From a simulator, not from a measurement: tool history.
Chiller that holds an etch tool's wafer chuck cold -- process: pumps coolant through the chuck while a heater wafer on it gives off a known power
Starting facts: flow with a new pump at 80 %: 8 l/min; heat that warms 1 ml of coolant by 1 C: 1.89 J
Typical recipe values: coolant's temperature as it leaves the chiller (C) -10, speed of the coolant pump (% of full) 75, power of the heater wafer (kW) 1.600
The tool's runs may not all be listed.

run	hour	coolant's temperature as it leaves the chiller (C)	speed of the coolant pump (% of full)	power of the heater wafer (kW)	chuck's temperature once it has settled (C)	how much warmer the coolant comes back (C)
1	0.0	-10	75	1.600	2.2	6.73
2	54.3	-10	75	1.600	2.0	6.77
3	87.7	-10	75	1.600	2.1	6.79
4	124.2	-10	75	1.600	2.3	6.78
5	152.9	-4	75	1.600	8.1	6.73
6	194.0	-4	75	1.600	8.3	6.80
7	253.5	-10	75	1.600	2.1	6.80
8	287.1	-10	61	1.600	4.8	8.43
9	335.8	-10	61	1.600	4.7	8.43
10	371.0	-10	61	1.600	4.7	8.40
11	420.7	-10	61	1.600	4.7	8.41
12	448.9	-10	75	1.839	4.0	7.74
13	510.2	-10	75	1.839	4.0	7.71
14	542.3	-10	87	1.839	2.0	6.62
15	586.0	-10	87	2.376	5.6	8.53
16	627.1	-10	87	2.376	5.7	8.61
17	679.1	-10	87	2.376	5.6	8.54
18	728.0	-10	87	2.376	5.4	8.48
19	756.9	-16	74	1.061	-7.7	4.49
20	790.9	-9	63	1.470	4.1	7.38
# hour 807.3: coolant changed, channels flushed
21	834.9	-9	63	1.470	4.3	7.35
22	863.4	-9	63	1.470	4.1	7.41
23	915.8	-12	74	1.395	-1.2	5.87
24	963.0	-10	70	1.772	4.6	7.97
25	1029.5	-12	70	1.470	0.0	6.56
26	1061.6	0	84	1.204	8.3	4.33
27	1095.2	-10	81	1.600	1.2	6.03
28	1152.0	-10	81	1.062	-2.5	3.99
# hour 1177.8: chiller's thermometer calibrated
29	1194.5	-10	81	1.062	-2.8	3.98
30	1233.9	-10	94	1.062	-3.6	3.34
31	1293.3	-10	97	1.143	-3.3	3.42

4 ways to go on from here, each from the tool as it stands after run 31. What would each give?
A	1322.8	-3	75	1.600	?	?
B	1322.8	-10	75	1.787	?	?
C	1322.8	-11	85	1.234	?	?
D	1322.8	-10	75	1.735	?	?

run	chuck's temperature once it has settled (C)	how much warmer the coolant comes back (C)
A	9.0	6.63
B	3.6	7.35
C	-2.6	4.41
D	3.1	7.25
The same runs, with their run-to-run variation unchanged, on a tool lacking any hidden condition would have given:
run	chuck's temperature once it has settled (C)	how much warmer the coolant comes back (C)
A	9.0	6.85
B	3.6	7.56
C	-2.6	4.63
D	3.1	7.47
